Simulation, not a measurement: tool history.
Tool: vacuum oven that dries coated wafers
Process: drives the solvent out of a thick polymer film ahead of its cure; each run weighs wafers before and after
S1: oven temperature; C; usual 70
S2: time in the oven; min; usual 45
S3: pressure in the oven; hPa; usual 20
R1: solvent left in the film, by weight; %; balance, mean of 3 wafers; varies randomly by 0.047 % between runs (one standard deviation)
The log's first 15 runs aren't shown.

run 16 hour=859.4 | S1=70 S2=26 S3=20 | R1=4.63
run 17 hour=900 | S1=70 S2=26 S3=20 | R1=4.48
run 18 hour=977 | S1=70 S2=26 S3=20 | R1=4.51
run 19 hour=1047.8 | S1=70 S2=26 S3=20 | R1=4.5
run 20 hour=1116.9 | S1=70 S2=26 S3=18.4 | R1=4.31
run 21 hour=1183.4 | S1=70 S2=26 S3=18.4 | R1=4.24
run 22 hour=1242.1 | S1=70 S2=38 S3=18.4 | R1=3.47
run 23 hour=1280.6 | S1=70 S2=38 S3=18.4 | R1=3.4
run 24 hour=1330.7 | S1=70 S2=38 S3=18.4 | R1=3.42
-- hour=1374.1 vacuum gauge cleaned of residue and calibrated
run 25 hour=1374.8 | S1=70 S2=31 S3=16 | R1=3.52
run 26 hour=1413.3 | S1=68 S2=43 S3=28.5 | R1=4.78
run 27 hour=1450.4 | S1=70 S2=46 S3=12.8 | R1=2.25
run 28 hour=1494.9 | S1=57 S2=45 S3=36 | R1=9.6
run 29 hour=1545.3 | S1=57 S2=45 S3=36 | R1=9.6
run 30 hour=1611.9 | S1=81 S2=45 S3=29.9 | R1=2.51
run 31 hour=1654.2 | S1=79 S2=49 S3=19.2 | R1=1.72
-- hour=1690.5 oven's thermocouples calibrated
run 32 hour=1722.1 | S1=79 S2=49 S3=19.2 | R1=2.12
run 33 hour=1763.2 | S1=79 S2=49 S3=19.2 | R1=2.16
run 34 hour=1836.4 | S1=79 S2=49 S3=19.2 | R1=2.14
run 35 hour=1884.5 | S1=70 S2=45 S3=55.1 | R1=8.75

Expected results for the next run?
run 36 hour=1922.4 | S1=63 S2=68 S3=73 | R1=?

{"run 36": {"R1": 12.51}}
Had the tool carried no hidden state, the very same run would have given R1 12.51 %.

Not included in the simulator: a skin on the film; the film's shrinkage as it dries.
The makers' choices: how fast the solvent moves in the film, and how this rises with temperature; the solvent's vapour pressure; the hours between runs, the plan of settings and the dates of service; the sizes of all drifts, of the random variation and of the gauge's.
